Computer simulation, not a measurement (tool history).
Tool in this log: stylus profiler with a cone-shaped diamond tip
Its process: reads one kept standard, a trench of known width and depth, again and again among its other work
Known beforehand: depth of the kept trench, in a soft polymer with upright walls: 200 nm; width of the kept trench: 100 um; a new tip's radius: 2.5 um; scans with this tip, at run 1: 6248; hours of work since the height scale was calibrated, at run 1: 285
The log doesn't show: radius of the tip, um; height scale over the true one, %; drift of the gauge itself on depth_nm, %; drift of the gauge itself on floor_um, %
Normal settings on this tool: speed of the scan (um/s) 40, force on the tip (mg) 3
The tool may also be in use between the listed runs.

run	hour	speed of the scan (um/s)	force on the tip (mg)	scans with this tip	hours of work since the height scale was calibrated	depth of the trench (angstrom)	width of the trench's floor (µm)
1	0	40	3	6248	285	2029.4	97.5
2	30.9	40	3	6369	308	2030.3	97.44
3	88	40	3	6591	352	2028.9	97.43
4	141.5	40	7.06	6800	394	2052	97.53
5	188.3	40	3	6983	430	2030.5	97.48
6	217.2	40	3	7095	452	2031.1	97.42
7	250.8	40	3	7227	478	2031.6	97.47
8	280.8	40	3	7344	501	2030.8	97.44
9	320.5	40	3	7499	532	2031	97.46
10	369.5	40	3.13	7690	570	2033.3	97.42
11	399.9	40	3	7808	593	2032.2	97.43
12	456	70	3	8027	636	2032.3	97.24
13	499.8	70	3	8198	670	2034.4	97.23
14	550.5	70	3	8396	709	2032.1	97.22
15	585.6	70	3	8533	736	2034.1	97.24
16	619.5	40	3	8665	763	2033.4	97.36
17	675.4	40	3	8883	806	2033.4	97.29
18	699.8	42	3	8979	825	2034.3	97.33
19	745.4	40	3	9156	860	2035.8	97.34
20	785.5	40	3	9313	891	2034.6	97.32
21	831.8	40	3	9494	926	2034.9	97.33
# hour 863.7: height scale calibrated on a step standard
22	888.6	40	1.02	9713	19	2025.2	97.2
23	930.5	40	3	9877	52	2038.4	97.21
24	962.6	40	3	10002	76	2038.7	97.25
25	1005.2	36	1.6	10168	109	2030.8	97.23
26	1053.7	119	3.88	10358	147	2044.6	97
27	1109.2	119	3.88	10574	189	2046.3	97.01
# hour 1117.9: height scale calibrated on a step standard, once more
28	1139.8	81	8.61	10691	17	2054.6	97.22
29	1166.6	81	8.61	10796	38	2053.7	97.19
30	1211.9	27	1.61	10973	73	2018	97.28
31	1237.9	27	1.61	11074	93	2016.7	97.23
32	1264.4	10	7.42	11178	113	2049	97.37
33	1306.5	31	3	11342	146	2027.7	97.2
34	1363.2	31	3	11563	189	2028.7	97.26
35	1418.8	22	3.76	11780	232	2033.3	97.28
36	1475	14	1.84	12000	276	2019.5	97.23
37	1515.7	37	2.94	12158	307	2027.4	97.24
38	1540.5	37	2.94	12255	326	2027.7	97.13
39	1583.2	94	3.64	12422	359	2031.5	96.95
40	1629.5	66	3.64	12602	395	2032.1	97.05
41	1685.4	101	5.09	12821	438	2039.8	97.03
42	1734.4	58	1.45	13012	476	2018.4	96.95
43	1767.1	155	1.18	13139	501	2016.8	96.28
44	1800.8	24	2.76	13271	527	2027.9	97.15
45	1843.2	24	2.76	13436	560	2030.6	97.14
46	1872.9	48	3.35	13552	583	2033.7	97.03
47	1907.1	76	3.35	13685	609	2033.6	96.98

Each row is a separate what-if for the run after 47, all from the same tool condition, not one after another. Results?
A	1957.5	73	3.2	13882	648	?	?
B	1957.5	127	2.51	13882	648	?	?
C	1957.5	22	1.04	13882	648	?	?

run	depth of the trench (angstrom)	width of the trench's floor (µm)
A	2035	96.95
B	2028.7	96.65
C	2016.5	97.1
Take away the tool's hidden state, keep each run's random variation, and the runs would have read:
run	depth of the trench (angstrom)	width of the trench's floor (µm)
A	2030.4	97.75
B	2024.1	97.45
C	2012	97.9
